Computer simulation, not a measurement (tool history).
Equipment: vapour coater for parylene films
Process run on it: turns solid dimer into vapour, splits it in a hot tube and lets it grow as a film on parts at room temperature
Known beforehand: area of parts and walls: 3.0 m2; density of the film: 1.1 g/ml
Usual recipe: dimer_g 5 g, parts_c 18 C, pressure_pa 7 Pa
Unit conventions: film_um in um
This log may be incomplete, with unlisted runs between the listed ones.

| run | hour | dimer_g | parts_c | pressure_pa | film_um |
|---|---|---|---|---|---|
| 1 | 0 | 5 | 18 | 7 | 1.02 |
| 2 | 13.2 | 5 | 18 | 7 | 1.03 |
| 3 | 28.7 | 7 | 18 | 7 | 1.44 |
| 4 | 41.5 | 7 | 18 | 2.21 | 1.85 |
| 5 | 68.5 | 7 | 18 | 2.21 | 1.88 |
| 6 | 96.8 | 5 | 18 | 3.22 | 1.23 |
| 7 | 115.8 | 5 | 18 | 7 | 1 |
|  | 143.5 | trap's valve overhauled |
| 8 | 143.5 | 3 | 18 | 7 | 0.65 |
| 9 | 156.1 | 3 | 18 | 7 | 0.65 |
| 10 | 178.3 | 3 | 18 | 7 | 0.66 |
| 11 | 207.7 | 3 | 18 | 7 | 0.63 |
| 12 | 232.5 | 5 | 21 | 7 | 0.97 |
| 13 | 261.3 | 5 | 21 | 7 | 0.98 |
| 14 | 273.7 | 5 | 24 | 7 | 0.9 |
| 15 | 299.4 | 5 | 24 | 7 | 0.87 |
| 16 | 323.7 | 5 | 24 | 7 | 0.92 |
| 17 | 340.9 | 5 | 24 | 7 | 0.9 |
| 18 | 357.5 | 5 | 24 | 7 | 0.9 |
| 19 | 383.5 | 5 | 11 | 7 | 1.31 |
| 20 | 408.2 | 5 | 11 | 7 | 1.3 |
| 21 | 436.9 | 5 | 22 | 7 | 0.94 |
| 22 | 450.8 | 5 | 22 | 7 | 0.92 |
| 23 | 468.9 | 8 | 18 | 7 | 1.66 |
| 24 | 494.2 | 4 | 18 | 2.17 | 1.09 |
| 25 | 518.2 | 8 | 15 | 2.49 | 2.25 |
| 26 | 548.7 | 8 | 17 | 2.49 | 2.16 |
| 27 | 568.8 | 6 | 17 | 2.49 | 1.64 |
| 28 | 594.4 | 6 | 23 | 2.27 | 1.37 |
| 29 | 610.8 | 6 | 23 | 2.27 | 1.38 |
| 30 | 641.4 | 6 | 23 | 2.27 | 1.37 |
|  | 655.4 | trap's valve overhauled |
| 31 | 672 | 5 | 18 | 4.25 | 1.24 |
| 32 | 698.6 | 5 | 18 | 4.25 | 1.22 |
| 33 | 724.4 | 5 | 18 | 4.25 | 1.22 |
| 34 | 740.4 | 5 | 19 | 7 | 1.07 |
| 35 | 753.1 | 3 | 13 | 7 | 0.76 |
| 36 | 772.7 | 6 | 13 | 7 | 1.49 |
| 37 | 795.9 | 6 | 13 | 7 | 1.49 |
| 38 | 817.4 | 6 | 13 | 7 | 1.49 |
| 39 | 839.3 | 6 | 17 | 6.27 | 1.34 |
| 40 | 860.9 | 3 | 18 | 11.81 | 0.57 |
| 41 | 878.4 | 4 | 20 | 10.49 | 0.73 |
| 42 | 899.8 | 5 | 18 | 5.5 | 1.11 |
| 43 | 914.1 | 5 | 18 | 5.5 | 1.14 |
| 44 | 933.3 | 2 | 19 | 4.32 | 0.45 |
| 45 | 955.7 | 2 | 19 | 4.32 | 0.45 |
| 46 | 971.3 | 2 | 19 | 4.32 | 0.46 |

Had the tool no unlogged condition, and each run kept its random variation, what would the results have been?
The tool's hidden condition here consists of: vapour lost through the trap's worn valve, %; true temperature of the parts over the reading, C; drift of the gauge itself on film_um, %.
| run | film_um |
|---|---|
| 1 | 1.08 |
| 2 | 1.08 |
| 3 | 1.53 |
| 4 | 1.97 |
| 5 | 2 |
| 6 | 1.31 |
| 7 | 1.07 |
| 8 | 0.65 |
| 9 | 0.65 |
| 10 | 0.66 |
| 11 | 0.63 |
| 12 | 0.98 |
| 13 | 0.99 |
| 14 | 0.91 |
| 15 | 0.89 |
| 16 | 0.93 |
| 17 | 0.92 |
| 18 | 0.92 |
| 19 | 1.35 |
| 20 | 1.34 |
| 21 | 0.97 |
| 22 | 0.95 |
| 23 | 1.73 |
| 24 | 1.14 |
| 25 | 2.38 |
| 26 | 2.27 |
| 27 | 1.72 |
| 28 | 1.45 |
| 29 | 1.46 |
| 30 | 1.46 |
| 31 | 1.23 |
| 32 | 1.21 |
| 33 | 1.22 |
| 34 | 1.07 |
| 35 | 0.76 |
| 36 | 1.5 |
| 37 | 1.5 |
| 38 | 1.5 |
| 39 | 1.36 |
| 40 | 0.57 |
| 41 | 0.74 |
| 42 | 1.14 |
| 43 | 1.17 |
| 44 | 0.47 |
| 45 | 0.47 |
| 46 | 0.47 |
